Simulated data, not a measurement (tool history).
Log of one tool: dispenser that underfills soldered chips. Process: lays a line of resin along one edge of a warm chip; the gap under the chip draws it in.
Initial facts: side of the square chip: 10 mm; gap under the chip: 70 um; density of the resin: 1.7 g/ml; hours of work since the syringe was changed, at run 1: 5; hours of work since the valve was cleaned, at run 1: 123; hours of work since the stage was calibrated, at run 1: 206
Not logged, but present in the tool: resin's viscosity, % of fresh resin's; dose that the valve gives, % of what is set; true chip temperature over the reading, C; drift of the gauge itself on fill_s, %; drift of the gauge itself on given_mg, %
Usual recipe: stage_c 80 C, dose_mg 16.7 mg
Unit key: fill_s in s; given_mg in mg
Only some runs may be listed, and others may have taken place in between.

run,hour,stage_c,dose_mg,hours of work since the syringe was changed,hours of work since the valve was cleaned,hours of work since the stage was calibrated,fill_s,given_mg
1,0,80,16.7,5,123,206,57.3,16.07
# hour 1.5: new syringe of resin
# hour 9: new syringe of resin
2,9,80,16.7,0,129,212,40,16.01
# hour 16.3: dispensing valve cleaned and set on the balance
# hour 17.8: new syringe of resin
3,19.7,80,16.7,1,2,219,44.6,16.69
4,24,80,16.7,5,5,222,58.3,16.67
# hour 25.7: new syringe of resin
5,29.7,80,16.7,3,9,226,51.3,16.7
# hour 33: new syringe of resin
6,38,80,16.7,4,15,232,53.7,16.6
# hour 40.4: new syringe of resin
7,44.5,80,16.7,3,20,237,53.3,16.59
# hour 48.6: new syringe of resin
8,49.7,68,16.7,1,23,240,68,16.54
9,54.8,80,14.8,5,27,244,60,14.68
# hour 56.3: new syringe of resin
10,62.6,80,14.8,5,33,250,60.6,14.61
# hour 63.6: new syringe of resin
11,69.6,80,14.8,4,38,255,60.6,14.63
# hour 71.5: new syringe of resin
12,76.8,65,17.9,4,43,260,101.2,17.67
# hour 79: new syringe of resin
13,81.9,71,18.8,2,46,263,68.7,18.51
# hour 86.4: new syringe of resin
14,87,92,19.1,1,50,267,27,18.76
# hour 94.4: new syringe of resin
15,94.7,92,19.1,0,55,272,26.4,18.78
# hour 102.2: new syringe of resin
16,104.5,92,19.1,2,62,279,29.4,18.66
# hour 109.5: new syringe of resin
17,114.7,92,19.1,4,70,286,35.2,18.69
# hour 117.6: new syringe of resin
18,119.7,80,18.5,1,73,290,45.3,18.12

Branching from run 18: 4 alternative next runs. What would each branch give?
# hour 125.3: new syringe of resin
A,128.1,83,18.5,2,79,296,?,?
# hour 125.3: new syringe of resin
B,128.1,84,19.2,2,79,296,?,?
# hour 125.3: new syringe of resin
C,128.1,78,19.7,2,79,296,?,?
# hour 125.3: new syringe of resin
D,128.1,80,17,2,79,296,?,?

run,fill_s,given_mg
A,43.3,18.04
B,40.6,18.73
C,51.3,19.22
D,48.3,16.54
The same runs, with their run-to-run variation unchanged, on a tool lacking any hidden condition would have given:
run,fill_s,given_mg
A,34.1,18.51
B,32,19.21
C,40.2,19.71
D,37.7,16.97
